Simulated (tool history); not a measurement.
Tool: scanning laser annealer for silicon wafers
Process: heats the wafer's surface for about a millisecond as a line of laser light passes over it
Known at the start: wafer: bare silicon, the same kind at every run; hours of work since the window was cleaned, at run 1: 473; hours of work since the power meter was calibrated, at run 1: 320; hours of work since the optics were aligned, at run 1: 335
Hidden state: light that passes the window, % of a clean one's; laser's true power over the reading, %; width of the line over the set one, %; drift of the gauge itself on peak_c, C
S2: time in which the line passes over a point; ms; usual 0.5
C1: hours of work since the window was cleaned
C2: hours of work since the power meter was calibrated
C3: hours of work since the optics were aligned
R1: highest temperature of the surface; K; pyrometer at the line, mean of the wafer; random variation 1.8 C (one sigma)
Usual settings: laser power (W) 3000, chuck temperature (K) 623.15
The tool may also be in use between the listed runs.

run 1 day=0 | laser_power_(W)=3000 S2=0.5 chuck_temperature_(K)=623.15 | C1=473 C2=320 C3=335 | R1=1299.15
run 2 day=1.083 | laser_power_(W)=3000 S2=0.5 chuck_temperature_(K)=623.15 | C1=485 C2=332 C3=348 | R1=1301.15
run 3 day=1.604 | laser_power_(W)=3000 S2=0.5 chuck_temperature_(K)=623.15 | C1=491 C2=338 C3=354 | R1=1303.15
run 4 day=2.45 | laser_power_(W)=3000 S2=0.5 chuck_temperature_(K)=623.15 | C1=501 C2=348 C3=363 | R1=1298.15
run 5 day=3.196 | laser_power_(W)=3000 S2=0.447 chuck_temperature_(K)=623.15 | C1=510 C2=357 C3=372 | R1=1261.15
run 6 day=3.658 | laser_power_(W)=3000 S2=0.605 chuck_temperature_(K)=623.15 | C1=515 C2=362 C3=377 | R1=1369.15
run 7 day=4.171 | laser_power_(W)=3000 S2=0.605 chuck_temperature_(K)=623.15 | C1=521 C2=368 C3=383 | R1=1368.15
run 8 day=5.104 | laser_power_(W)=3000 S2=0.5 chuck_temperature_(K)=623.15 | C1=532 C2=379 C3=394 | R1=1300.15
run 9 day=5.567 | laser_power_(W)=3000 S2=0.5 chuck_temperature_(K)=623.15 | C1=537 C2=384 C3=399 | R1=1298.15
run 10 day=6.442 | laser_power_(W)=3000 S2=0.5 chuck_temperature_(K)=615.15 | C1=547 C2=394 C3=409 | R1=1286.15
run 11 day=7.283 | laser_power_(W)=3000 S2=0.5 chuck_temperature_(K)=615.15 | C1=557 C2=404 C3=419 | R1=1289.15
-- day=7.483 laser's power meter calibrated
run 12 day=8.5 | laser_power_(W)=3000 S2=0.386 chuck_temperature_(K)=623.15 | C1=570 C2=12 C3=432 | R1=1214.15
run 13 day=9.396 | laser_power_(W)=3000 S2=0.378 chuck_temperature_(K)=585.15 | C1=580 C2=22 C3=442 | R1=1165.15
run 14 day=10.229 | laser_power_(W)=3000 S2=0.36 chuck_temperature_(K)=585.15 | C1=590 C2=32 C3=452 | R1=1154.15
run 15 day=10.962 | laser_power_(W)=3000 S2=0.36 chuck_temperature_(K)=585.15 | C1=598 C2=40 C3=460 | R1=1151.15
run 16 day=11.954 | laser_power_(W)=2604 S2=0.564 chuck_temperature_(K)=585.15 | C1=610 C2=52 C3=472 | R1=1182.15
-- day=12.142 laser's power meter calibrated, once more
run 17 day=12.608 | laser_power_(W)=2604 S2=0.437 chuck_temperature_(K)=585.15 | C1=616 C2=5 C3=478 | R1=1113.15
run 18 day=13.608 | laser_power_(W)=3185 S2=0.533 chuck_temperature_(K)=623.15 | C1=627 C2=17 C3=489 | R1=1371.15
run 19 day=14.504 | laser_power_(W)=3168 S2=0.533 chuck_temperature_(K)=623.15 | C1=638 C2=27 C3=500 | R1=1369.15
run 20 day=15.454 | laser_power_(W)=3168 S2=0.533 chuck_temperature_(K)=623.15 | C1=649 C2=38 C3=511 | R1=1367.15

The next listed run, before its measurement:
run 21 day=15.996 | laser_power_(W)=3067 S2=0.582 chuck_temperature_(K)=623.15 | C1=655 C2=45 C3=517 | R1=?

R1: 1371.15 K
Without the tool's hidden state the same run would have given R1 1405.15 K.

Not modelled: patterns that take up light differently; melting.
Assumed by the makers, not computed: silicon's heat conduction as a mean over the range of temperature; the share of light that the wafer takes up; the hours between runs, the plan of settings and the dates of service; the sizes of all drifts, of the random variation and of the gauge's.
